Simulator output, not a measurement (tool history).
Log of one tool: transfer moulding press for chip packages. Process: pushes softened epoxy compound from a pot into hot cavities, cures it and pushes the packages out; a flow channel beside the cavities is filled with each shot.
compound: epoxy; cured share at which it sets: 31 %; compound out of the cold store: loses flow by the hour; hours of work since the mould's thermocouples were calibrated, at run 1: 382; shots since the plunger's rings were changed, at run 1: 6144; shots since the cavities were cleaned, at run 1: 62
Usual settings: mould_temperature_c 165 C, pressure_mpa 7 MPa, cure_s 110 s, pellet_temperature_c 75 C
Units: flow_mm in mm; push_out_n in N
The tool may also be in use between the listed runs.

| run | hour | mould_temperature_c | pressure_mpa | cure_s | pellet_temperature_c | hours of work since the mould's thermocouples were calibrated | shots since the plunger's rings were changed | shots since the cavities were cleaned | incoming compound's hours out of the cold store | flow_mm | push_out_n |
|---|---|---|---|---|---|---|---|---|---|---|---|
| 1 | 0 | 165 | 7 | 110 | 75 | 382 | 6144 | 62 | 17.2 | 569 | 350 |
| 2 | 34.1 | 165 | 7 | 110 | 75 | 398 | 6389 | 307 | 29.1 | 536 | 407 |
|  | 45.8 | plunger's sealing rings changed |
| 3 | 53.4 | 165 | 7 | 110 | 75 | 406 | 55 | 428 | 20.5 | 591 | 444 |
| 4 | 75.5 | 165 | 7 | 110 | 75 | 416 | 214 | 587 | 26.9 | 569 | 471 |
| 5 | 105.3 | 165 | 7 | 110 | 75 | 430 | 428 | 801 | 11.6 | 616 | 490 |
|  | 118.1 | cavities cleaned with cleaning compound and waxed |
| 6 | 128.1 | 165 | 7 | 110 | 75 | 440 | 581 | 71 | 34.5 | 550 | 339 |
| 7 | 158.4 | 165 | 7 | 110 | 75 | 454 | 799 | 289 | 35.9 | 554 | 395 |
| 8 | 179 | 170 | 7 | 110 | 75 | 463 | 947 | 437 | 34.6 | 546 | 385 |
| 9 | 215.8 | 170 | 7 | 110 | 75 | 480 | 1212 | 702 | 24.7 | 564 | 427 |
| 10 | 236.7 | 170 | 7 | 110 | 75 | 490 | 1363 | 853 | 12.6 | 590 | 455 |
|  | 242 | cavities cleaned with cleaning compound and waxed |
| 11 | 261.9 | 166 | 7 | 110 | 75 | 501 | 1532 | 142 | 27.2 | 571 | 371 |
| 12 | 300.5 | 165 | 7 | 110 | 75 | 519 | 1810 | 420 | 35.2 | 544 | 446 |
| 13 | 325.7 | 165 | 7 | 110 | 75 | 531 | 1992 | 602 | 44 | 526 | 469 |
| 14 | 360.5 | 165 | 7.52 | 110 | 75 | 547 | 2242 | 852 | 8.4 | 633 | 502 |
|  | 368.8 | cavities cleaned with cleaning compound and waxed |
| 15 | 394.2 | 166 | 7.52 | 110 | 71 | 562 | 2474 | 183 | 45.3 | 535 | 381 |
| 16 | 427.5 | 166 | 7.52 | 110 | 71 | 577 | 2713 | 422 | 14.7 | 613 | 428 |
| 17 | 446.7 | 164 | 7.52 | 110 | 73 | 586 | 2851 | 560 | 28.9 | 569 | 486 |
| 18 | 471.4 | 164 | 7.52 | 110 | 73 | 597 | 3029 | 738 | 41.5 | 547 | 503 |
|  | 493.9 | cavities cleaned with cleaning compound and waxed |
| 19 | 494.7 | 164 | 7.52 | 110 | 73 | 608 | 3186 | 6 | 40.1 | 546 | 340 |
| 20 | 530.6 | 160 | 7 | 149 | 83 | 624 | 3444 | 264 | 21 | 580 | 366 |
| 21 | 562.3 | 159 | 7 | 149 | 71 | 639 | 3672 | 492 | 18.3 | 589 | 400 |
| 22 | 579.8 | 165 | 7.32 | 110 | 75 | 647 | 3798 | 618 | 39.7 | 543 | 460 |

Run 23 comes next. What will it give?
| 23 | 609.2 | 165 | 5.53 | 110 | 73 | 661 | 4009 | 829 | 11.7 | ? | ? |

flow_mm: 520 mm
push_out_n: 485 N
Without the tool's hidden state the same run would have given flow_mm 539 mm, push_out_n 334 N.

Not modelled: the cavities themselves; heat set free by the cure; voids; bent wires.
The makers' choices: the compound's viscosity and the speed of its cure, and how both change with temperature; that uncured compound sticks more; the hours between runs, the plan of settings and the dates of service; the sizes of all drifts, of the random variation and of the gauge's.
